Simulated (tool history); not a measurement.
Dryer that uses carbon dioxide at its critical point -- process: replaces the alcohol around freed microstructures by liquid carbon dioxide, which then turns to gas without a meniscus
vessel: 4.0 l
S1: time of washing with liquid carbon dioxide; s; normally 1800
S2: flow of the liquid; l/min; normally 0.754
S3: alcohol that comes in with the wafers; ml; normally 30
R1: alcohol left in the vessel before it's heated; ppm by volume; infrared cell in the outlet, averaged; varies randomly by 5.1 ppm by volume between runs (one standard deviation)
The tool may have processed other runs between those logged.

run,day,S1,S2,S3,R1
1,0,1800,0.754,30,123
2,0.525,1800,0.754,30,122
3,0.821,1800,0.754,30,133
4,1.162,1800,0.754,30,125
5,1.492,1800,0.754,30,138
6,2.004,1800,0.754,28,129
7,2.25,1800,0.754,28,136
# day 2.375: inlet filter changed
8,2.771,1800,0.754,39,92
9,3.154,1800,0.754,30,71
10,3.521,1800,0.754,45,102
11,3.921,1800,0.754,45,107
12,4.2,1800,0.754,45,114
13,4.5,1620,0.924,27,60
14,4.775,1620,0.924,27,66
15,5.079,1440,0.683,30,265

Estimate the outcome of run 16 from the log above:
16,5.525,1800,0.864,109,?

{"run 16": {"R1": 145}}
The same run, on a tool lacking any hidden state, would have yielded R1 99 ppm by volume.

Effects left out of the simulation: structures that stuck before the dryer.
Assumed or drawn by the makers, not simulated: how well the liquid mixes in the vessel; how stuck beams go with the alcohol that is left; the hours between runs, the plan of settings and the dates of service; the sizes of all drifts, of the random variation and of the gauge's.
